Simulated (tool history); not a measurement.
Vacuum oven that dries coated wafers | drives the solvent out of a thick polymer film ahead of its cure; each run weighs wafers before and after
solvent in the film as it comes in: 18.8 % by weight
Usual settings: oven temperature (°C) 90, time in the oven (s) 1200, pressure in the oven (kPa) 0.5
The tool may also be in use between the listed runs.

run	hour	oven temperature (°C)	time in the oven (s)	pressure in the oven (kPa)	solvent left in the film (%)
1	0	90	1200	0.5	1.3
2	37.9	90	1200	0.5	1.3
3	100.6	90	1200	0.5	1.31
4	142.9	90	1200	0.5	1.32
5	203.7	90	1200	0.5	1.32
6	247.4	90	1200	0.5	1.35
7	299.5	86	1200	0.5	2.36
8	350	86	1200	0.5	2.39
9	395	86	1200	0.5	2.37
10	423.5	86	1200	0.5	2.38
11	466.2	90	1200	0.5	1.33
12	494.8	90	1200	0.5	1.33
13	528.9	90	1200	0.5	1.34
14	581.5	90	1200	1.33	1.79
15	635.4	81	1020	0.338	4.97
16	669.6	88	900	0.895	3.12
17	724.1	94	1200	1.94	1.38
18	774.7	94	960	0.334	1.02
# hour 785.7: oven's thermocouples calibrated
19	839.6	94	1140	1.699	1.35
20	871.7	94	1140	1.699	1.31
21	928.4	94	1140	1.699	1.36
22	977.5	94	1140	1.385	1.2
23	1025.5	94	1140	1.385	1.2
24	1069.1	91	1200	1.479	1.66
25	1124	83	660	0.662	6.7
26	1182.7	85	600	0.615	6.36

3 ways to go on from here, each from the tool as it stands after run 26. What would each give?
A	1228.5	104	600	0.828	?
B	1228.5	95	1200	0.5	?
C	1228.5	90	1200	0.758	?

run	solvent left in the film (%)
A	0.72
B	0.59
C	1.49
Without the tool's hidden state the same runs would have given:
run	solvent left in the film (%)
A	0.72
B	0.59
C	1.49
